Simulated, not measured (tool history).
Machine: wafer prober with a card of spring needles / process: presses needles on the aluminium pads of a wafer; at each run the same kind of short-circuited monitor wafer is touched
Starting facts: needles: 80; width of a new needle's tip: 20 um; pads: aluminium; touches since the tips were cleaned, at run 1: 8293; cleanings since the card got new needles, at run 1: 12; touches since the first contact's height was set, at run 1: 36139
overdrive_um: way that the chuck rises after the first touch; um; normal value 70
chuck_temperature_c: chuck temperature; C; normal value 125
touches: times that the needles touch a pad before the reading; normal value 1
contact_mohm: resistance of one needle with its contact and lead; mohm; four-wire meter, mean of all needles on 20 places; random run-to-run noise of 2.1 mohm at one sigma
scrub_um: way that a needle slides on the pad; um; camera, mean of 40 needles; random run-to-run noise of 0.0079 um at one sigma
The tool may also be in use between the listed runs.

run     day  overdrive_um  chuck_temperature_c  touches  touches since the tips were cleaned  cleanings since the card got new needles  touches since the first contact's height was set  contact_mohm  scrub_um
  1       0            70                  125        1                                 8293                                        12                                             36139           240    10.083
      0.225  -- tips cleaned on abrasive film
      1.333  -- tips cleaned on abrasive film
  2   1.333            70                  125        1                                    0                                        14                                             47402           241    10.054
      2.362  -- tips cleaned on abrasive film
  3   3.262            70                  125        1                                 7647                                        15                                             63766           237    10.037
      3.471  -- tips cleaned on abrasive film
  4    4.35            70                  125        2                                 7463                                        16                                             72948           236    10.029
      4.675  -- tips cleaned on abrasive film
      5.638  -- height of the first contact set anew
      5.767  -- tips cleaned on abrasive film
  5   5.967            70                  125        2                                 1695                                        18                                              2732           237    10.006
      6.871  -- tips cleaned on abrasive film
  6   7.467            70                   41        2                                 5093                                        19                                             15467           216     9.976
      8.008  -- tips cleaned on abrasive film
  7   8.471            70                   41        2                                 3946                                        20                                             23954           215     9.969
      9.125  -- tips cleaned on abrasive film
     10.192  -- tips cleaned on abrasive film
  8  10.708            70                   41        2                                 4404                                        22                                             42892           219     9.938
     11.225  -- tips cleaned on abrasive film
  9  11.992            55                   99        2                                 6528                                        23                                             53763           240       7.8
     12.367  -- tips cleaned on abrasive film
     13.529  -- tips cleaned on abrasive film
 10  14.171            55                   99        2                                 5445                                        25                                             72210           242     7.772
     14.562  -- tips cleaned on abrasive film
     15.575  -- tips cleaned on abrasive film
     15.588  -- height of the first contact set anew
 11  15.883            55                   99        2                                 2491                                        27                                              2491           240     7.772
     16.704  -- tips cleaned on abrasive film
 12  17.667            55                   99        2                                 8171                                        28                                             17606           240     7.754
     17.892  -- tips cleaned on abrasive film
 13  18.654            83                   61        2                                 6453                                        29                                             25958           221     11.68
     18.942  -- tips cleaned on abrasive film
     20.054  -- tips cleaned on abrasive film
 14  20.767            75                   26        2                                 6063                                        31                                             43861           212    10.528
     21.125  -- tips cleaned on abrasive film
      22.25  -- tips cleaned on abrasive film
 15  22.938            61                   99        1                                 5823                                        33                                             62223           236     8.539
     23.342  -- gauge calibrated
     23.346  -- tips cleaned on abrasive film
 16  24.017            61                   99        1                                 5681                                        34                                             71353           236     8.775

Consider 4 possible next runs. They are alternatives, not a sequence: every one starts from the tool as it was left by run 16. What does each give?
     24.367  -- tips cleaned on abrasive film
  A  24.979            58                   85        1                                 5214                                        35                                             79522             ?         ?
     24.367  -- tips cleaned on abrasive film
  B  24.979            78                   99        2                                 5214                                        35                                             79522             ?         ?
     24.367  -- tips cleaned on abrasive film
  C  24.979            70                   82        2                                 5214                                        35                                             79522             ?         ?
     24.367  -- tips cleaned on abrasive film
  D  24.979            58                   27        2                                 5214                                        35                                             79522             ?         ?

run  contact_mohm  scrub_um
  A           236     8.327
  B           229    11.196
  C           226    10.047
  D           217      8.33
Had the tool no hidden state, the same runs would have come out as:
run  contact_mohm  scrub_um
  A           234     8.345
  B           228     11.22
  C           225    10.068
  D           216     8.348
